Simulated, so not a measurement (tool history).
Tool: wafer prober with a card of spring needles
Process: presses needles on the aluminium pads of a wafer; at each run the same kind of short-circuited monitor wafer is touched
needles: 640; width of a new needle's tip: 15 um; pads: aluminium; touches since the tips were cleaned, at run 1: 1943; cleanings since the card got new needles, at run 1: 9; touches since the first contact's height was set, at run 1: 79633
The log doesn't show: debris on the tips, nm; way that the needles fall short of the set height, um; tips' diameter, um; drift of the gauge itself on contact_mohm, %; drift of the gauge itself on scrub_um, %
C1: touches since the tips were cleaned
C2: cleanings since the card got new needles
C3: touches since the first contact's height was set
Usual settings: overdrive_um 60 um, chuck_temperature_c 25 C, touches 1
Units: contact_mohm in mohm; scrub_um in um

run 1 hour=0.0 | overdrive_um=60 chuck_temperature_c=25 touches=1 | C1=1943 C2=9 C3=79633 | contact_mohm=356 scrub_um=14.27
-- hour=7.9 tips cleaned on abrasive film
run 2 hour=8.3 | overdrive_um=60 chuck_temperature_c=25 touches=1 | C1=283 C2=10 C3=85354 | contact_mohm=279 scrub_um=14.32
run 3 hour=12.2 | overdrive_um=60 chuck_temperature_c=25 touches=1 | C1=3005 C2=10 C3=88076 | contact_mohm=367 scrub_um=14.39
-- hour=18.8 tips cleaned on abrasive film
run 4 hour=20.3 | overdrive_um=60 chuck_temperature_c=25 touches=1 | C1=1070 C2=11 C3=93675 | contact_mohm=309 scrub_um=14.30
run 5 hour=27.9 | overdrive_um=60 chuck_temperature_c=25 touches=1 | C1=6343 C2=11 C3=98948 | contact_mohm=406 scrub_um=14.34
-- hour=29.2 tips cleaned on abrasive film
run 6 hour=33.1 | overdrive_um=60 chuck_temperature_c=72 touches=1 | C1=2682 C2=12 C3=102524 | contact_mohm=369 scrub_um=14.33
-- hour=39.5 tips cleaned on abrasive film
run 7 hour=39.8 | overdrive_um=70 chuck_temperature_c=111 touches=1 | C1=207 C2=13 C3=107167 | contact_mohm=288 scrub_um=16.68
run 8 hour=44.8 | overdrive_um=42 chuck_temperature_c=93 touches=1 | C1=3702 C2=13 C3=110662 | contact_mohm=514 scrub_um=9.83
run 9 hour=49.4 | overdrive_um=42 chuck_temperature_c=93 touches=1 | C1=6901 C2=13 C3=113861 | contact_mohm=562 scrub_um=9.91
-- hour=50.2 tips cleaned on abrasive film
run 10 hour=55.6 | overdrive_um=42 chuck_temperature_c=54 touches=1 | C1=3822 C2=14 C3=118152 | contact_mohm=530 scrub_um=9.80
-- hour=60.8 tips cleaned on abrasive film
run 11 hour=64.7 | overdrive_um=42 chuck_temperature_c=54 touches=1 | C1=2785 C2=15 C3=124435 | contact_mohm=487 scrub_um=9.81

Some steps in contact_mohm between neighbouring runs. How much of each would the tool show without its hidden state too (settings, what came in, random variation), and how much is left for the hidden state, with any gauge scatter that isn't in both results?
Run 7 -> 8: overdrive_um 70 -> 42, chuck_temperature_c 111 -> 93. contact_mohm +226 mohm: hidden state +218, all else +8.

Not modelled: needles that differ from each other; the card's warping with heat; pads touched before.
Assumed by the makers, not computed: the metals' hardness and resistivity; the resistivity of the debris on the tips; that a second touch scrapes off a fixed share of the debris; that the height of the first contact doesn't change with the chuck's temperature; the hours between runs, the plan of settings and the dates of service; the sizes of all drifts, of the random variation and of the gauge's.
